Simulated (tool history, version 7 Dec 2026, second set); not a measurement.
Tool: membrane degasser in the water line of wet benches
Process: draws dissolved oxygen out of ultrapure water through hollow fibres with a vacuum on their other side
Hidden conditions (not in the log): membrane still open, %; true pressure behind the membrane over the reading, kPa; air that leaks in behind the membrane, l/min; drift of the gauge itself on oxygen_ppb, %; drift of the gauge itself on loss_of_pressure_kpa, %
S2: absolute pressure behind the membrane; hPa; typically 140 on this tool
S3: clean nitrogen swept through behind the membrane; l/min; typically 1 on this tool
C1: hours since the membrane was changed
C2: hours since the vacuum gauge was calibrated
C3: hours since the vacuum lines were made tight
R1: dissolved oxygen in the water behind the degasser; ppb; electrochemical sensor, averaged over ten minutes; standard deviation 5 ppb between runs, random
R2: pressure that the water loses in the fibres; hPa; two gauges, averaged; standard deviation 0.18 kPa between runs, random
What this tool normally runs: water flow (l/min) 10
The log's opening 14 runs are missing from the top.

run 15 hour=3440.1 | water_flow_(l/min)=8 S2=289 S3=1 | C1=11927 C2=2525 C3=3229 | R1=672.4 R2=275.1
run 16 hour=3713.4 | water_flow_(l/min)=8 S2=289 S3=1 | C1=12200 C2=2799 C3=3502 | R1=667 R2=277.7
run 17 hour=4001.8 | water_flow_(l/min)=8 S2=289 S3=1 | C1=12489 C2=3087 C3=3791 | R1=670.8 R2=276.6
run 18 hour=4273.7 | water_flow_(l/min)=12 S2=106 S3=1 | C1=12760 C2=3359 C3=4062 | R1=552 R2=413.2
run 19 hour=4566.1 | water_flow_(l/min)=12 S2=106 S3=1 | C1=13053 C2=3651 C3=4355 | R1=554.7 R2=414.5
run 20 hour=4782.6 | water_flow_(l/min)=12 S2=106 S3=1 | C1=13269 C2=3868 C3=4571 | R1=575.7 R2=417.6
run 21 hour=4982.9 | water_flow_(l/min)=12 S2=106 S3=1 | C1=13470 C2=4068 C3=4772 | R1=568.6 R2=418
run 22 hour=5170.8 | water_flow_(l/min)=10 S2=140 S3=1.14 | C1=13658 C2=4256 C3=4960 | R1=501.1 R2=345.1
run 23 hour=5390.5 | water_flow_(l/min)=10 S2=140 S3=1.14 | C1=13877 C2=4476 C3=5179 | R1=505.7 R2=349.5
run 24 hour=5616.6 | water_flow_(l/min)=10 S2=141 S3=2.64 | C1=14103 C2=4702 C3=5405 | R1=396.2 R2=346.1
run 25 hour=5786.4 | water_flow_(l/min)=6 S2=271 S3=0.6 | C1=14273 C2=4872 C3=5575 | R1=680.1 R2=206
run 26 hour=6026.9 | water_flow_(l/min)=6 S2=271 S3=0.6 | C1=14514 C2=5112 C3=5816 | R1=675.2 R2=209.2
run 27 hour=6335.2 | water_flow_(l/min)=6 S2=271 S3=0.6 | C1=14822 C2=5420 C3=6124 | R1=682.3 R2=211.5

What does the tool deliver on the next run?
-- hour=6506.8 vacuum gauge calibrated
run 28 hour=6609.2 | water_flow_(l/min)=6 S2=271 S3=0.6 | C1=15095 C2=102 C3=6397 | R1=? R2=?

For run 28 the tool returned R1 682 ppb, R2 207 hPa.
The same run, on a tool lacking any hidden state, would have yielded R1 642.2 ppb, R2 198 hPa.

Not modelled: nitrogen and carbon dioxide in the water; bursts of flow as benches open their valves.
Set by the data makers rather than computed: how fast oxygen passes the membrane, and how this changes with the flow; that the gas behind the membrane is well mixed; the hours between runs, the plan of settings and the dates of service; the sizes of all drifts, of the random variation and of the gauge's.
